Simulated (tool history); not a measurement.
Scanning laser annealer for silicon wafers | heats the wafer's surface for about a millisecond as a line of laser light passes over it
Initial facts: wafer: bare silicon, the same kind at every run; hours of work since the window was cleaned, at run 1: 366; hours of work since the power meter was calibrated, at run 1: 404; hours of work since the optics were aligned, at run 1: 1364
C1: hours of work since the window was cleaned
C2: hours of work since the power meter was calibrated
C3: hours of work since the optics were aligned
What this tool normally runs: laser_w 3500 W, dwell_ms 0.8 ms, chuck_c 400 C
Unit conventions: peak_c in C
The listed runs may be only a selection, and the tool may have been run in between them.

run 1 hour=0 | laser_w=3500 dwell_ms=0.8 chuck_c=400 | C1=366 C2=404 C3=1364 | peak_c=1159
run 2 hour=44.7 | laser_w=3500 dwell_ms=0.806 chuck_c=400 | C1=398 C2=437 C3=1397 | peak_c=1155
-- hour=71 optics aligned, line set to its width
run 3 hour=74.3 | laser_w=3500 dwell_ms=0.806 chuck_c=400 | C1=416 C2=455 C3=2 | peak_c=1183
run 4 hour=119.2 | laser_w=3500 dwell_ms=0.806 chuck_c=400 | C1=450 C2=488 C3=35 | peak_c=1176
run 5 hour=155 | laser_w=3500 dwell_ms=0.806 chuck_c=400 | C1=476 C2=514 C3=62 | peak_c=1178
run 6 hour=192.9 | laser_w=3500 dwell_ms=0.806 chuck_c=400 | C1=504 C2=542 C3=89 | peak_c=1171
run 7 hour=216.6 | laser_w=3500 dwell_ms=0.8 chuck_c=422 | C1=521 C2=559 C3=107 | peak_c=1189
run 8 hour=245.4 | laser_w=3500 dwell_ms=0.8 chuck_c=422 | C1=542 C2=580 C3=128 | peak_c=1192
run 9 hour=290.3 | laser_w=3500 dwell_ms=0.8 chuck_c=422 | C1=575 C2=613 C3=161 | peak_c=1190
run 10 hour=325.2 | laser_w=3500 dwell_ms=0.8 chuck_c=424 | C1=601 C2=639 C3=186 | peak_c=1190
run 11 hour=358 | laser_w=3500 dwell_ms=0.8 chuck_c=400 | C1=625 C2=663 C3=211 | peak_c=1163
-- hour=383.5 window over the wafer cleaned
run 12 hour=400.3 | laser_w=3500 dwell_ms=0.8 chuck_c=400 | C1=12 C2=692 C3=240 | peak_c=1189
run 13 hour=420.1 | laser_w=3500 dwell_ms=0.8 chuck_c=417 | C1=27 C2=707 C3=255 | peak_c=1207
run 14 hour=456 | laser_w=3500 dwell_ms=0.8 chuck_c=417 | C1=53 C2=733 C3=281 | peak_c=1202
run 15 hour=478.4 | laser_w=3640 dwell_ms=0.595 chuck_c=414 | C1=70 C2=750 C3=297 | peak_c=1130
run 16 hour=520.7 | laser_w=3640 dwell_ms=0.595 chuck_c=414 | C1=101 C2=781 C3=328 | peak_c=1129
run 17 hour=565.4 | laser_w=3640 dwell_ms=0.595 chuck_c=414 | C1=134 C2=814 C3=361 | peak_c=1127

What will run 18 give?
run 18 hour=594.9 | laser_w=3500 dwell_ms=0.8 chuck_c=428 | C1=155 C2=835 C3=383 | peak_c=?

Run 18 yielded peak_c 1207 C.
On a tool with no hidden condition, and with the same random variation, this run would have come out at peak_c 1228 C.
